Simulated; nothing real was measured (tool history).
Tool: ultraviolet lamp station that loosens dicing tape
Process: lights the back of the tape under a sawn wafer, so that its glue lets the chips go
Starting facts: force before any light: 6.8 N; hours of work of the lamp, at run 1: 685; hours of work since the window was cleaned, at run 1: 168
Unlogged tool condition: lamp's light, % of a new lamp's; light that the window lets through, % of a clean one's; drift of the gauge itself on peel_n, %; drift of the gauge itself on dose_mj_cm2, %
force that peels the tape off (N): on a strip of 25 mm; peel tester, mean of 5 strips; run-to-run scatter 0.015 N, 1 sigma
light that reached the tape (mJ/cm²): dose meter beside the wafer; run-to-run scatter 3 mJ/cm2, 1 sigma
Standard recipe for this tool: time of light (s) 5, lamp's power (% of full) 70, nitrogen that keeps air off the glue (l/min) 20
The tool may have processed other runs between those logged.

| run | hour | time of light (s) | lamp's power (% of full) | nitrogen that keeps air off the glue (l/min) | hours of work of the lamp | hours of work since the window was cleaned | force that peels the tape off (N) | light that reached the tape (mJ/cm²) |
|---|---|---|---|---|---|---|---|---|
| 1 | 0 | 5 | 70 | 20 | 685 | 168 | 1.357 | 305 |
| 2 | 26.1 | 5 | 70 | 20 | 696 | 179 | 1.427 | 301 |
| 3 | 55.2 | 5 | 70 | 20 | 708 | 191 | 1.423 | 298 |
| 4 | 97 | 5 | 70 | 20 | 725 | 208 | 1.489 | 294 |
| 5 | 138.1 | 5 | 70 | 20 | 742 | 225 | 1.523 | 284 |
|  | 141.2 | window cleaned of glue's vapour |
| 6 | 176.2 | 5 | 70 | 20 | 758 | 14 | 1.174 | 334 |
| 7 | 197.8 | 5 | 70 | 20 | 767 | 23 | 1.217 | 330 |
| 8 | 233.3 | 5 | 70 | 20 | 781 | 38 | 1.245 | 327 |
| 9 | 273.5 | 5 | 70 | 25 | 798 | 55 | 1.174 | 315 |
| 10 | 291.3 | 5 | 70 | 25 | 805 | 62 | 1.235 | 323 |
| 11 | 324.5 | 5 | 70 | 25 | 819 | 76 | 1.243 | 312 |
| 12 | 354.5 | 5 | 70 | 25 | 832 | 88 | 1.225 | 306 |
| 13 | 390.9 | 5 | 70 | 25 | 847 | 103 | 1.29 | 302 |
| 14 | 425.7 | 5 | 70 | 25 | 861 | 118 | 1.321 | 297 |
| 15 | 464.6 | 5 | 70 | 25 | 877 | 134 | 1.363 | 289 |
| 16 | 503.6 | 5 | 70 | 25 | 893 | 150 | 1.429 | 288 |
| 17 | 524.6 | 5 | 68 | 20 | 902 | 159 | 1.637 | 274 |
| 18 | 554.2 | 5 | 68 | 20 | 914 | 171 | 1.629 | 269 |
| 19 | 584 | 5 | 70 | 20 | 926 | 183 | 1.621 | 272 |
| 20 | 626.5 | 5 | 70 | 20 | 944 | 201 | 1.724 | 267 |
| 21 | 657.2 | 5 | 70 | 20 | 957 | 213 | 1.729 | 263 |
|  | 691.5 | window cleaned of glue's vapour |
| 22 | 697.9 | 3 | 70 | 20 | 973 | 3 | 2.554 | 186 |
| 23 | 730.6 | 3 | 65 | 33 | 987 | 16 | 2.444 | 171 |
| 24 | 760.2 | 2 | 70 | 22 | 999 | 28 | 3.476 | 118 |
| 25 | 791 | 2 | 61 | 6 | 1012 | 41 | 4.655 | 100 |
| 26 | 812.3 | 5 | 93 | 28 | 1021 | 50 | 0.787 | 388 |
| 27 | 837.5 | 4 | 61 | 20 | 1031 | 60 | 2.327 | 200 |
| 28 | 874.1 | 6 | 62 | 10 | 1046 | 76 | 1.899 | 305 |
| 29 | 915 | 6 | 81 | 15 | 1063 | 92 | 1.076 | 385 |
| 30 | 955.4 | 10 | 77 | 20 | 1080 | 109 | 0.427 | 599 |
| 31 | 992.6 | 10 | 61 | 20 | 1095 | 125 | 0.689 | 466 |
| 32 | 1035.9 | 10 | 69 | 22 | 1113 | 142 | 0.548 | 512 |
| 33 | 1053.7 | 8 | 91 | 9 | 1120 | 150 | 0.77 | 536 |
|  | 1079 | lamp changed |
| 34 | 1096.3 | 8 | 91 | 9 | 7 | 167 | 0.381 | 781 |
| 35 | 1130.2 | 9 | 99 | 8 | 21 | 181 | 0.31 | 950 |
| 36 | 1163 | 5 | 85 | 28 | 35 | 195 | 0.62 | 446 |
| 37 | 1192.2 | 2 | 85 | 32 | 47 | 207 | 2.429 | 173 |
| 38 | 1226.4 | 3 | 83 | 32 | 61 | 221 | 1.513 | 252 |
|  | 1241.7 | window cleaned of glue's vapour |
| 39 | 1254.9 | 4 | 90 | 39 | 73 | 5 | 0.569 | 438 |
| 40 | 1284.9 | 10 | 75 | 21 | 85 | 18 | 0.227 | 902 |
| 41 | 1304.5 | 7 | 71 | 19 | 93 | 26 | 0.417 | 591 |
| 42 | 1329.4 | 7 | 71 | 19 | 103 | 36 | 0.443 | 579 |
| 43 | 1356.3 | 7 | 70 | 20 | 114 | 47 | 0.453 | 567 |

Here are 4 independent what-if runs from the current tool condition. What would each one return?
| A | 1384.2 | 5 | 73 | 17 | 126 | 59 | ? | ? |
| B | 1384.2 | 5 | 70 | 37 | 126 | 59 | ? | ? |
| C | 1384.2 | 2 | 70 | 6 | 126 | 59 | ? | ? |
| D | 1384.2 | 5 | 70 | 26 | 126 | 59 | ? | ? |

| run | force that peels the tape off (N) | light that reached the tape (mJ/cm²) |
|---|---|---|
| A | 0.882 | 416 |
| B | 0.692 | 394 |
| C | 3.745 | 160 |
| D | 0.798 | 400 |
Without the tool's unlogged condition, the same runs would have read:
| run | force that peels the tape off (N) | light that reached the tape (mJ/cm²) |
|---|---|---|
| A | 0.726 | 462 |
| B | 0.565 | 439 |
| C | 3.502 | 178 |
| D | 0.656 | 445 |
